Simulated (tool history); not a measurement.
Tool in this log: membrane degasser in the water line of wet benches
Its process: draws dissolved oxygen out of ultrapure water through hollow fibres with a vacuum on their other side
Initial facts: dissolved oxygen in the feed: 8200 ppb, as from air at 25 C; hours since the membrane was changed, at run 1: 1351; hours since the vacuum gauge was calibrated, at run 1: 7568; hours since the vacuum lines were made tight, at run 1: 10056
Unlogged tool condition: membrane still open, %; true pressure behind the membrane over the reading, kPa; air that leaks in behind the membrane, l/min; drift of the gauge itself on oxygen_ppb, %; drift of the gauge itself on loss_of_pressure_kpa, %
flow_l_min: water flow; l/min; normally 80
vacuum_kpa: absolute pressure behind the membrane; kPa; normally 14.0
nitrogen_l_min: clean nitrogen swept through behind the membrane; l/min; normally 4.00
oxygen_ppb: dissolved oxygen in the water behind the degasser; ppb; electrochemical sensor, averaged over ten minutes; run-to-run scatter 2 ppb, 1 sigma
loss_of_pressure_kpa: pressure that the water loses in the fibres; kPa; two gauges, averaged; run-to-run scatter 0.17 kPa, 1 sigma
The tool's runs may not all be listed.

run,hour,flow_l_min,vacuum_kpa,nitrogen_l_min,hours since the membrane was changed,hours since the vacuum gauge was calibrated,hours since the vacuum lines were made tight,oxygen_ppb,loss_of_pressure_kpa
1,0.0,80,14.0,4.00,1351,7568,10056,475.9,28.62
2,95.9,80,14.0,4.00,1447,7664,10151,478.9,28.79
3,174.2,80,14.0,4.00,1525,7743,10230,476.1,28.69
4,288.9,80,14.0,4.00,1640,7857,10344,474.2,28.75
5,369.0,80,14.0,4.00,1720,7937,10425,475.9,28.70
6,467.7,80,14.0,4.00,1819,8036,10523,474.2,28.71
7,556.9,96,15.4,4.00,1908,8125,10612,618.3,34.53
8,631.8,96,15.4,4.00,1983,8200,10687,621.8,34.79
9,798.8,96,15.4,4.00,2150,8367,10854,623.9,34.44
# hour 965.2: vacuum gauge calibrated
10,977.5,96,15.4,4.00,2328,12,11033,606.5,34.66
11,1138.8,54,9.5,4.00,2489,174,11194,195.6,19.32
12,1314.9,110,16.8,5.52,2665,350,11370,584.9,39.85

Consider 4 possible next runs. They are alternatives, not a sequence: every one starts from the tool as it was left by run 12. What does each give?
A,1419.9,110,20.4,1.69,2770,455,11475,?,?
B,1419.9,61,14.0,4.00,2770,455,11475,?,?
C,1419.9,71,14.0,4.00,2770,455,11475,?,?
D,1419.9,120,16.9,5.41,2770,455,11475,?,?

run,oxygen_ppb,loss_of_pressure_kpa
A,1698.2,40.02
B,369.1,22.16
C,420.0,25.50
D,650.9,43.22
Without the tool's hidden state the same runs would have given:
run,oxygen_ppb,loss_of_pressure_kpa
A,1698.4,39.50
B,364.9,21.87
C,416.0,25.17
D,646.0,42.65
